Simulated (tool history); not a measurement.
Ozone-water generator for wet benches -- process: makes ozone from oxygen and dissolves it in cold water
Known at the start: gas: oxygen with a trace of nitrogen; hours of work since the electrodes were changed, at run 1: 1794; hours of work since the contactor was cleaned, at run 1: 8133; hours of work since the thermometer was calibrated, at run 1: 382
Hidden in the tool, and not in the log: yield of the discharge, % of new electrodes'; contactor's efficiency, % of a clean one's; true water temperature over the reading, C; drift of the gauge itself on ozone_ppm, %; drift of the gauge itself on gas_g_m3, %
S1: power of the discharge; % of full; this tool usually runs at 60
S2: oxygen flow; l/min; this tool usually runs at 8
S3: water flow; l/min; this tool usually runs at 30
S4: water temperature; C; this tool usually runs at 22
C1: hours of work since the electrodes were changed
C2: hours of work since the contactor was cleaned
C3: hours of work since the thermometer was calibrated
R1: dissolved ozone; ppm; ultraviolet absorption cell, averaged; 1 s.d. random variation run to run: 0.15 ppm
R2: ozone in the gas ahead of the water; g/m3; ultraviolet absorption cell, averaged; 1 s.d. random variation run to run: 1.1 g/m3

run 1 hour=0 | S1=60 S2=8 S3=30 S4=22 | C1=1794 C2=8133 C3=382 | R1=19.3 R2=191.4
run 2 hour=93.8 | S1=60 S2=8 S3=30 S4=22 | C1=1859 C2=8198 C3=446 | R1=19.1 R2=191.4
run 3 hour=148 | S1=60 S2=8 S3=30 S4=22 | C1=1896 C2=8235 C3=484 | R1=19.2 R2=193
run 4 hour=206.3 | S1=60 S2=8 S3=30 S4=22 | C1=1937 C2=8276 C3=524 | R1=19.2 R2=193.6
run 5 hour=256.8 | S1=86 S2=8 S3=30 S4=22 | C1=1971 C2=8311 C3=559 | R1=24.8 R2=247.3
run 6 hour=321.9 | S1=86 S2=8 S3=30 S4=22 | C1=2016 C2=8355 C3=604 | R1=24.9 R2=251.3
run 7 hour=408.1 | S1=60 S2=8 S3=30 S4=20 | C1=2076 C2=8415 C3=663 | R1=19.8 R2=191
run 8 hour=481.3 | S1=60 S2=8 S3=30 S4=20 | C1=2126 C2=8465 C3=714 | R1=19.8 R2=193.5
run 9 hour=538.5 | S1=60 S2=8 S3=30 S4=20 | C1=2166 C2=8505 C3=753 | R1=20 R2=194.6
run 10 hour=613.5 | S1=60 S2=8 S3=30 S4=20 | C1=2217 C2=8557 C3=805 | R1=20.1 R2=191.9
-- hour=664 contactor cleaned
run 11 hour=700.5 | S1=50 S2=8 S3=30 S4=22 | C1=2275 C2=25 C3=862 | R1=16.8 R2=167.9
run 12 hour=745.7 | S1=50 S2=8 S3=30 S4=22 | C1=2306 C2=56 C3=893 | R1=17 R2=168.9
run 13 hour=803.5 | S1=60 S2=9.98 S3=30 S4=21 | C1=2346 C2=96 C3=933 | R1=19.6 R2=174.6
run 14 hour=884.9 | S1=86 S2=8.47 S3=30 S4=16 | C1=2402 C2=152 C3=989 | R1=27.7 R2=246.8
run 15 hour=966.5 | S1=85 S2=7.12 S3=29 S4=22 | C1=2458 C2=209 C3=1046 | R1=25.2 R2=259.4
run 16 hour=1055.8 | S1=85 S2=13.26 S3=29 S4=26 | C1=2520 C2=270 C3=1107 | R1=23.8 R2=200
run 17 hour=1102.5 | S1=76 S2=13.26 S3=29 S4=26 | C1=2552 C2=302 C3=1140 | R1=22.2 R2=186.1
run 18 hour=1165.9 | S1=57 S2=4.71 S3=38 S4=23 | C1=2596 C2=346 C3=1183 | R1=13.2 R2=230
run 19 hour=1229.1 | S1=57 S2=4.71 S3=38 S4=23 | C1=2639 C2=390 C3=1227 | R1=13 R2=231.6

Hidden condition of the tool, last listed run before each entry between runs versus first listed run after:
After run 10, before run 11: contactor cleaned (hour 664)
  contactor's efficiency, % of a clean one's: 99.8 -> 100

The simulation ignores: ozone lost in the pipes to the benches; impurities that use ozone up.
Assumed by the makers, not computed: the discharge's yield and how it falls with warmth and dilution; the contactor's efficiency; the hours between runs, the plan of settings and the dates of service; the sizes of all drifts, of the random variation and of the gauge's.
